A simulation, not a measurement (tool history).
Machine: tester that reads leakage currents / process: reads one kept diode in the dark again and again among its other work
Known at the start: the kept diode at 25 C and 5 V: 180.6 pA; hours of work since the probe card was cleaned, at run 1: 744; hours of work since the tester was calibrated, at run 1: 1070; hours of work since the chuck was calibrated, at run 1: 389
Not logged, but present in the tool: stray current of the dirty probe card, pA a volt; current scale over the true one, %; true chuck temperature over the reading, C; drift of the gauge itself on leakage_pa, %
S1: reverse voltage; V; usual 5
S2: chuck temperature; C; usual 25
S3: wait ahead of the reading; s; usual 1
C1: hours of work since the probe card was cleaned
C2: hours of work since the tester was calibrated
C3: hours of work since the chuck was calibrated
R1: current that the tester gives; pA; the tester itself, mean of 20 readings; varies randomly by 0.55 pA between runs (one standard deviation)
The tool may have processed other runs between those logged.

{"run": 1, "day": 0.0, "S1": 5, "S2": 25, "S3": 1, "C1": 744, "C2": 1070, "C3": 389, "R1": 193.11}
{"run": 2, "day": 5.638, "S1": 5, "S2": 25, "S3": 1, "C1": 847, "C2": 1173, "C3": 492, "R1": 194.01}
{"run": 3, "day": 11.342, "S1": 5, "S2": 25, "S3": 1, "C1": 952, "C2": 1278, "C3": 597, "R1": 197.49}
{"run": 4, "day": 17.658, "S1": 5, "S2": 25, "S3": 1, "C1": 1068, "C2": 1394, "C3": 713, "R1": 200.12}
{"run": 5, "day": 20.95, "S1": 5, "S2": 25, "S3": 1, "C1": 1128, "C2": 1455, "C3": 774, "R1": 202.52}
{"run": 6, "day": 25.65, "S1": 5, "S2": 25, "S3": 1, "C1": 1215, "C2": 1541, "C3": 860, "R1": 204.02}
{"run": 7, "day": 28.504, "S1": 5, "S2": 25, "S3": 1, "C1": 1267, "C2": 1593, "C3": 912, "R1": 206.25}
{"run": 8, "day": 33.621, "S1": 5, "S2": 25, "S3": 1, "C1": 1361, "C2": 1687, "C3": 1006, "R1": 207.64}
{"run": 9, "day": 38.125, "S1": 5, "S2": 25, "S3": 1, "C1": 1444, "C2": 1770, "C3": 1089, "R1": 210.39}
{"run": 10, "day": 41.408, "S1": 5, "S2": 25, "S3": 1, "C1": 1504, "C2": 1830, "C3": 1149, "R1": 211.87}
{"run": 11, "day": 44.504, "S1": 5, "S2": 25, "S3": 1, "C1": 1561, "C2": 1887, "C3": 1206, "R1": 214.46}
{"day": 49.138, "done": "probe card cleaned and baked"}
{"run": 12, "day": 49.546, "S1": 5, "S2": 25, "S3": 1, "C1": 7, "C2": 1977, "C3": 1297, "R1": 203.08}
{"run": 13, "day": 53.104, "S1": 5, "S2": 25, "S3": 1, "C1": 73, "C2": 2043, "C3": 1362, "R1": 205.9}
{"run": 14, "day": 58.567, "S1": 5, "S2": 25, "S3": 1, "C1": 173, "C2": 2143, "C3": 1462, "R1": 209.25}
{"run": 15, "day": 61.362, "S1": 5, "S2": 25, "S3": 1, "C1": 225, "C2": 2195, "C3": 1514, "R1": 210.51}
{"run": 16, "day": 67.408, "S1": 5, "S2": 25, "S3": 1, "C1": 336, "C2": 2306, "C3": 1625, "R1": 214.12}
{"day": 70.238, "done": "tester calibrated"}
{"run": 17, "day": 70.592, "S1": 5, "S2": 25, "S3": 1, "C1": 393, "C2": 7, "C3": 1682, "R1": 219.51}
{"day": 75.55, "done": "chuck's temperature calibrated"}
{"run": 18, "day": 76.617, "S1": 5, "S2": 25, "S3": 1, "C1": 502, "C2": 116, "C3": 20, "R1": 182.17}
{"run": 19, "day": 81.071, "S1": 10.28, "S2": 25, "S3": 1, "C1": 584, "C2": 198, "C3": 101, "R1": 243.26}
{"run": 20, "day": 84.962, "S1": 10.28, "S2": 25, "S3": 1, "C1": 655, "C2": 269, "C3": 173, "R1": 246.39}
{"run": 21, "day": 90.842, "S1": 10.28, "S2": 25, "S3": 1, "C1": 763, "C2": 377, "C3": 281, "R1": 250.44}
{"run": 22, "day": 96.75, "S1": 2.64, "S2": 25, "S3": 1, "C1": 872, "C2": 485, "C3": 389, "R1": 150.09}
{"run": 23, "day": 99.7, "S1": 2.64, "S2": 25, "S3": 1, "C1": 926, "C2": 540, "C3": 444, "R1": 150.05}
{"run": 24, "day": 104.221, "S1": 1.52, "S2": 25, "S3": 1, "C1": 1009, "C2": 623, "C3": 527, "R1": 122.6}
{"run": 25, "day": 108.321, "S1": 1.02, "S2": 60, "S3": 0.48, "C1": 1084, "C2": 698, "C3": 602, "R1": 1907.55}
{"run": 26, "day": 112.921, "S1": 6.27, "S2": 34, "S3": 4.58, "C1": 1169, "C2": 783, "C3": 686, "R1": 475.06}
{"run": 27, "day": 116.933, "S1": 6.27, "S2": 34, "S3": 4.58, "C1": 1242, "C2": 856, "C3": 760, "R1": 477.84}
{"run": 28, "day": 122.108, "S1": 6.27, "S2": 34, "S3": 4.58, "C1": 1337, "C2": 951, "C3": 855, "R1": 483.45}
{"run": 29, "day": 126.671, "S1": 5, "S2": 29, "S3": 5.62, "C1": 1421, "C2": 1035, "C3": 939, "R1": 291.89}
{"run": 30, "day": 129.367, "S1": 9.09, "S2": 29, "S3": 5.62, "C1": 1471, "C2": 1085, "C3": 989, "R1": 369.73}
{"run": 31, "day": 135.096, "S1": 1.38, "S2": 56, "S3": 1.25, "C1": 1576, "C2": 1190, "C3": 1094, "R1": 1640.09}
{"day": 138.896, "done": "probe card cleaned and baked"}
{"run": 32, "day": 139.5, "S1": 4.03, "S2": 39, "S3": 2.16, "C1": 11, "C2": 1269, "C3": 1172, "R1": 636.51}
{"run": 33, "day": 144.233, "S1": 4.03, "S2": 39, "S3": 2.16, "C1": 98, "C2": 1355, "C3": 1259, "R1": 642.71}
{"run": 34, "day": 150.483, "S1": 4.03, "S2": 39, "S3": 2.16, "C1": 213, "C2": 1470, "C3": 1374, "R1": 646.59}
{"run": 35, "day": 156.083, "S1": 4.03, "S2": 39, "S3": 2.16, "C1": 316, "C2": 1573, "C3": 1477, "R1": 650.23}
{"run": 36, "day": 161.233, "S1": 5.96, "S2": 37, "S3": 2.16, "C1": 410, "C2": 1668, "C3": 1572, "R1": 643.78}
{"run": 37, "day": 166.292, "S1": 5.96, "S2": 37, "S3": 2.16, "C1": 503, "C2": 1761, "C3": 1665, "R1": 652.29}
{"run": 38, "day": 171.329, "S1": 15.81, "S2": 37, "S3": 1.99, "C1": 596, "C2": 1853, "C3": 1757, "R1": 951.51}
{"day": 172.317, "done": "chuck's temperature calibrated"}
{"run": 39, "day": 177.2, "S1": 14.73, "S2": 37, "S3": 7.8, "C1": 702, "C2": 1960, "C3": 90, "R1": 791.41}

4 ways to go on from here, each from the tool as it stands after run 39. What would each give?
{"run": "A", "day": 182.4, "S1": 17.11, "S2": 37, "S3": 7.8, "C1": 798, "C2": 2055, "C3": 185, "R1": "?"}
{"run": "B", "day": 182.4, "S1": 2.52, "S2": 25, "S3": 1, "C1": 798, "C2": 2055, "C3": 185, "R1": "?"}
{"run": "C", "day": 182.4, "S1": 7.44, "S2": 37, "S3": 7.8, "C1": 798, "C2": 2055, "C3": 185, "R1": "?"}
{"run": "D", "day": 182.4, "S1": 5, "S2": 25, "S3": 0.59, "C1": 798, "C2": 2055, "C3": 185, "R1": "?"}

run=A R1=846.12
run=B R1=142.86
run=C R1=617.43
run=D R1=185.76
What these runs would have given with no unlogged condition in the tool:
run=A R1=831.56
run=B R1=140.56
run=C R1=611.71
run=D R1=181.1

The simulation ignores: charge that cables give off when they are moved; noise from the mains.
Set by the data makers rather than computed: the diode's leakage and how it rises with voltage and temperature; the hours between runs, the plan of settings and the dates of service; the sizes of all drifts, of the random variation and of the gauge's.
